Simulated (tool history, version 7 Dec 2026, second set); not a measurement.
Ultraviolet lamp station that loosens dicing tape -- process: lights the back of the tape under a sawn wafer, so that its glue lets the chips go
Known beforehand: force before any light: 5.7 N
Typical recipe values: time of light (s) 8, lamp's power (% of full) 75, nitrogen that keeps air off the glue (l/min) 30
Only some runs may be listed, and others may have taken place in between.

run	hour	time of light (s)	lamp's power (% of full)	nitrogen that keeps air off the glue (l/min)	force that peels the tape off (N)	light that reached the tape (mJ/cm²)
1	0.0	8	75	30	0.496	457
2	36.3	8	75	35	0.487	449
3	70.4	8	75	35	0.513	442
4	110.8	8	81	30	0.462	472
5	156.2	8	81	30	0.476	468
6	200.0	8	75	30	0.550	426
7	222.4	8	75	30	0.569	424
8	273.7	8	75	30	0.588	419
9	319.6	12	75	30	0.332	613
10	340.7	12	75	30	0.324	617
11	368.3	6	75	30	0.938	306
12	393.2	6	75	30	0.973	307
13	414.3	6	75	30	0.987	301
14	439.8	8	75	20	0.798	400
15	478.0	8	88	14	0.784	463
16	502.8	6	65	23	1.389	254

Run 17 comes next. What will it give?
17	552.3	6	75	30	?	?

{"run 17": {"force that peels the tape off (N)": 1.078, "light that reached the tape (mJ/cm²)": 286}}
If the tool had no hidden condition, the same run with the same run-to-run variation would have returned force that peels the tape off (N) 0.651, light that reached the tape (mJ/cm²) 395.
